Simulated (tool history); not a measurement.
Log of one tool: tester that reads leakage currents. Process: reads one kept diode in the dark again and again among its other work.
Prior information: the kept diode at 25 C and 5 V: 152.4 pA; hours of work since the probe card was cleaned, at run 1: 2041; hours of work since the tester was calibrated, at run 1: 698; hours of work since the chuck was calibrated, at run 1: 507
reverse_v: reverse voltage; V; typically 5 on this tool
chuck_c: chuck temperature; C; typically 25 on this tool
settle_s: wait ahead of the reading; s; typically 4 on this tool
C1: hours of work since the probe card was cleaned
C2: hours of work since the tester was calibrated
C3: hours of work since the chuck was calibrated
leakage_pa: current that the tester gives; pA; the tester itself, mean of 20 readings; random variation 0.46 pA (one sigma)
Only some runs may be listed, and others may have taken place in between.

Run 1, day 0: usual settings; C1 2041; C2 698; C3 507. Result: leakage_pa 153.1 pA.
Run 2, day 2.662: usual settings; C1 2070; C2 727; C3 536. Result: leakage_pa 152.88 pA.
At day 6.054: probe card cleaned and baked.
Run 3, day 7.983: usual settings but chuck_c 50 C; C1 21; C2 783; C3 593. Result: leakage_pa 1124.04 pA.
Run 4, day 12.038: usual settings but chuck_c 50 C; C1 65; C2 827; C3 637. Result: leakage_pa 1113.69 pA.
Run 5, day 16.583: usual settings but chuck_c 50 C; C1 115; C2 877; C3 687. Result: leakage_pa 1115.03 pA.
Run 6, day 22.683: usual settings but reverse_v 4.1 V, chuck_c 50 C; C1 181; C2 943; C3 753. Result: leakage_pa 1010.6 pA.
Run 7, day 26.654: usual settings but reverse_v 4.1 V, chuck_c 50 C; C1 224; C2 987; C3 796. Result: leakage_pa 1014.75 pA.
Run 8, day 31.708: usual settings but reverse_v 4.1 V, chuck_c 50 C; C1 279; C2 1042; C3 851. Result: leakage_pa 1005.07 pA.
Run 9, day 37.188: usual settings but reverse_v 4.1 V, chuck_c 50 C; C1 339; C2 1101; C3 911. Result: leakage_pa 1006.88 pA.
Run 10, day 42.479: usual settings; C1 397; C2 1159; C3 969. Result: leakage_pa 153.26 pA.
At day 44.55: probe card cleaned and baked, once more.
Run 11, day 48.042: usual settings but chuck_c 36 C; C1 38; C2 1218; C3 1028. Result: leakage_pa 365.46 pA.
Run 12, day 53.167: usual settings but chuck_c 36 C, settle_s 1.14 s; C1 94; C2 1274; C3 1084. Result: leakage_pa 366.03 pA.
Run 13, day 57.358: usual settings but chuck_c 36 C, settle_s 1.14 s; C1 139; C2 1320; C3 1129. Result: leakage_pa 365.51 pA.
Run 14, day 63.75: usual settings; C1 209; C2 1389; C3 1199. Result: leakage_pa 142.99 pA.
At day 64.725: chuck's temperature calibrated.
Run 15, day 68.371: usual settings; C1 259; C2 1439; C3 40. Result: leakage_pa 152.04 pA.
Run 16, day 72.229: usual settings; C1 301; C2 1481; C3 82. Result: leakage_pa 151.96 pA.
Run 17, day 76.525: usual settings; C1 347; C2 1527; C3 128. Result: leakage_pa 152.79 pA.
Run 18, day 81.025: usual settings but chuck_c 39 C; C1 396; C2 1576; C3 177. Result: leakage_pa 485.84 pA.
Run 19, day 84.4: usual settings but chuck_c 39 C; C1 433; C2 1613; C3 214. Result: leakage_pa 483.79 pA.
Run 20, day 89.429: usual settings but chuck_c 39 C; C1 488; C2 1668; C3 269. Result: leakage_pa 483.83 pA.
Run 21, day 93.504: usual settings but chuck_c 39 C; C1 532; C2 1712; C3 313. Result: leakage_pa 484.09 pA.
Run 22, day 96.675: usual settings but chuck_c 51 C, settle_s 0.79 s; C1 567; C2 1747; C3 348. Result: leakage_pa 1214.31 pA.
Run 23, day 99.871: usual settings but reverse_v 2.8 V, chuck_c 36 C, settle_s 2.86 s; C1 602; C2 1782; C3 383. Result: leakage_pa 284.83 pA.

For run 24, what comes out?
Run 24, day 104.35: usual settings but reverse_v 2.53 V, chuck_c 36 C, settle_s 0.34 s; C1 650; C2 1830; C3 432. Result: leakage_pa ?.

leakage_pa: 272.84 pA
With no hidden state in the tool, this same run would have given leakage_pa 278.78 pA.
